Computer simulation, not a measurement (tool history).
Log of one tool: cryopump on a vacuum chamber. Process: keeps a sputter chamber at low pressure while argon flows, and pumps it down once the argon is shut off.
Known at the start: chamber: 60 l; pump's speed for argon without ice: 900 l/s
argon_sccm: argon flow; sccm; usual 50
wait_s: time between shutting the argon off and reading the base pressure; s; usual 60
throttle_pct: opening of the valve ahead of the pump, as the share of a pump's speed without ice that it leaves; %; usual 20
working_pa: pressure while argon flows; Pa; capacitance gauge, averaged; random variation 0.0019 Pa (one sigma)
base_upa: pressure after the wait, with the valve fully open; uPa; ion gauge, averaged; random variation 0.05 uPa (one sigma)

{"run": 1, "hour": 0.0, "argon_sccm": 50, "wait_s": 60, "throttle_pct": 20, "working_pa": 0.4796, "base_upa": 5.72}
{"run": 2, "hour": 16.1, "argon_sccm": 50, "wait_s": 60, "throttle_pct": 20, "working_pa": 0.4793, "base_upa": 5.54}
{"run": 3, "hour": 36.1, "argon_sccm": 50, "wait_s": 60, "throttle_pct": 20, "working_pa": 0.483, "base_upa": 5.54}
{"run": 4, "hour": 60.0, "argon_sccm": 50, "wait_s": 60, "throttle_pct": 20, "working_pa": 0.48, "base_upa": 5.67}
{"run": 5, "hour": 85.0, "argon_sccm": 50, "wait_s": 60, "throttle_pct": 20, "working_pa": 0.4804, "base_upa": 5.64}
{"run": 6, "hour": 105.0, "argon_sccm": 50, "wait_s": 60, "throttle_pct": 20, "working_pa": 0.4807, "base_upa": 5.65}
{"run": 7, "hour": 134.0, "argon_sccm": 50, "wait_s": 60, "throttle_pct": 20, "working_pa": 0.4793, "base_upa": 5.75}
{"run": 8, "hour": 172.0, "argon_sccm": 83, "wait_s": 45, "throttle_pct": 20, "working_pa": 0.8027, "base_upa": 6.68}
{"run": 9, "hour": 190.2, "argon_sccm": 46, "wait_s": 115, "throttle_pct": 21, "working_pa": 0.4235, "base_upa": 4.42}
{"run": 10, "hour": 222.2, "argon_sccm": 90, "wait_s": 60, "throttle_pct": 41, "working_pa": 0.4338, "base_upa": 5.68}
{"run": 11, "hour": 240.2, "argon_sccm": 90, "wait_s": 115, "throttle_pct": 41, "working_pa": 0.4351, "base_upa": 4.51}
{"run": 12, "hour": 266.7, "argon_sccm": 31, "wait_s": 60, "throttle_pct": 32, "working_pa": 0.1888, "base_upa": 5.88}
{"run": 13, "hour": 288.7, "argon_sccm": 93, "wait_s": 79, "throttle_pct": 18, "working_pa": 0.9936, "base_upa": 5.34}
{"run": 14, "hour": 326.4, "argon_sccm": 27, "wait_s": 160, "throttle_pct": 26, "working_pa": 0.2013, "base_upa": 4.19}

Forecast each of these 3 alternatives for the next run:
{"run": "A", "hour": 358.4, "argon_sccm": 52, "wait_s": 41, "throttle_pct": 45, "working_pa": "?", "base_upa": "?"}
{"run": "B", "hour": 358.4, "argon_sccm": 27, "wait_s": 227, "throttle_pct": 26, "working_pa": "?", "base_upa": "?"}
{"run": "C", "hour": 358.4, "argon_sccm": 33, "wait_s": 160, "throttle_pct": 26, "working_pa": "?", "base_upa": "?"}

run=A working_pa=0.2297 base_upa=7.12
run=B working_pa=0.2007 base_upa=3.87
run=C working_pa=0.2470 base_upa=4.25
Without the tool's hidden state the same runs would have given:
run=A working_pa=0.2160 base_upa=4.30
run=B working_pa=0.1936 base_upa=1.03
run=C working_pa=0.2383 base_upa=1.34

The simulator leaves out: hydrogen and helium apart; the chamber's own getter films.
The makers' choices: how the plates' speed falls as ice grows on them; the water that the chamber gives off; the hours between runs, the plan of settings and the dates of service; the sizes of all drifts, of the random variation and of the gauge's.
